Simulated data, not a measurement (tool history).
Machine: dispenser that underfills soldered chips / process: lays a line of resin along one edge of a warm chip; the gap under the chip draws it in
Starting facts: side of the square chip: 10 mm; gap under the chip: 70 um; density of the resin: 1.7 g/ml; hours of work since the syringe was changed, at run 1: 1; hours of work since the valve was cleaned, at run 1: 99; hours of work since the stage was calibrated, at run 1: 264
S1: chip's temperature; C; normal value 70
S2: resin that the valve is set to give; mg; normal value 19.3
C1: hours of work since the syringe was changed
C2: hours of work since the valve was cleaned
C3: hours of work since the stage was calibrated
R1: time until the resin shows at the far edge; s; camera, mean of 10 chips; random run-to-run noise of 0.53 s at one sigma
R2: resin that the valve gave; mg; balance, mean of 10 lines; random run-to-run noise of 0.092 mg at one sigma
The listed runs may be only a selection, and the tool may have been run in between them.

Run 1, hour 0.0: usual settings; C1 1; C2 99; C3 264. Result: R1 44.8 s, R2 17.53 mg.
At hour 1.9: dispensing valve cleaned and set on the balance.
At hour 8.7: new syringe of resin.
Run 2, hour 8.9: usual settings but S2 21.3 mg; C1 0; C2 5; C3 269. Result: R1 41.0 s, R2 21.22 mg.
Run 3, hour 15.3: usual settings; C1 5; C2 9; C3 274. Result: R1 57.3 s, R2 18.97 mg.
At hour 18.1: new syringe of resin.
Run 4, hour 24.8: usual settings; C1 5; C2 16; C3 280. Result: R1 55.8 s, R2 18.90 mg.
At hour 28.2: new syringe of resin.
Run 5, hour 33.4: usual settings; C1 4; C2 21; C3 286. Result: R1 51.9 s, R2 18.97 mg.
At hour 37.9: new syringe of resin.
Run 6, hour 41.3: usual settings; C1 2; C2 27; C3 291. Result: R1 48.6 s, R2 18.92 mg.
Run 7, hour 45.6: usual settings; C1 5; C2 30; C3 294. Result: R1 60.6 s, R2 18.74 mg.
At hour 47.7: new syringe of resin.
Run 8, hour 50.3: usual settings; C1 2; C2 33; C3 297. Result: R1 45.3 s, R2 18.81 mg.
At hour 57.3: new syringe of resin.
Run 9, hour 57.6: usual settings; C1 0; C2 38; C3 302. Result: R1 41.5 s, R2 18.48 mg.
Run 10, hour 62.8: usual settings; C1 4; C2 41; C3 306. Result: R1 52.3 s, R2 18.50 mg.
At hour 67.3: new syringe of resin.
Run 11, hour 72.6: usual settings but S1 77 C, S2 22.8 mg; C1 4; C2 48; C3 312. Result: R1 37.0 s, R2 21.79 mg.
At hour 77.0: new syringe of resin.
Run 12, hour 79.7: usual settings but S1 77 C; C1 2; C2 53; C3 317. Result: R1 32.5 s, R2 18.32 mg.
At hour 86.4: new syringe of resin.
Run 13, hour 86.4: usual settings but S2 21.1 mg; C1 0; C2 57; C3 322. Result: R1 39.4 s, R2 19.90 mg.
Run 14, hour 91.1: usual settings but S2 21.1 mg; C1 3; C2 60; C3 325. Result: R1 49.6 s, R2 20.01 mg.
At hour 96.0: new syringe of resin.
Run 15, hour 100.2: usual settings but S1 77 C, S2 20.9 mg; C1 3; C2 67; C3 331. Result: R1 35.3 s, R2 19.56 mg.
At hour 105.5: new syringe of resin.
Run 16, hour 107.5: usual settings but S1 61 C, S2 20.9 mg; C1 1; C2 72; C3 336. Result: R1 71.3 s, R2 19.44 mg.
At hour 115.1: new syringe of resin.
Run 17, hour 117.0: usual settings but S1 59 C, S2 22.8 mg; C1 1; C2 78; C3 342. Result: R1 73.7 s, R2 21.17 mg.
Run 18, hour 123.2: usual settings but S2 20.8 mg; C1 6; C2 82; C3 347. Result: R1 57.4 s, R2 19.27 mg.
At hour 125.3: new syringe of resin.
Run 19, hour 129.0: usual settings but S2 17.0 mg; C1 3; C2 86; C3 351. Result: R1 49.5 s, R2 15.75 mg.

4 ways to go on from here, each from the tool as it stands after run 19. What would each give?
At hour 135.1: new syringe of resin.
Run A, hour 139.2: usual settings but S1 72 C, S2 17.2 mg; C1 3; C2 93; C3 357. Result: R1 ?, R2 ?.
At hour 135.1: new syringe of resin.
Run B, hour 139.2: usual settings but S1 62 C, S2 23.4 mg; C1 3; C2 93; C3 357. Result: R1 ?, R2 ?.
At hour 135.1: new syringe of resin.
Run C, hour 139.2: usual settings but S1 56 C, S2 18.1 mg; C1 3; C2 93; C3 357. Result: R1 ?, R2 ?.
At hour 135.1: new syringe of resin.
Run D, hour 139.2: usual settings but S1 77 C, S2 25.0 mg; C1 3; C2 93; C3 357. Result: R1 ?, R2 ?.

run     R1     R2
  A   45.2  15.75
  B   71.5  21.34
  C  102.3  16.58
  D   33.8  22.84
Without the tool's unlogged condition, the same runs would have read:
run    R1     R2
  A  40.0  17.22
  B  64.8  23.34
  C  91.8  18.13
  D  30.4  24.98
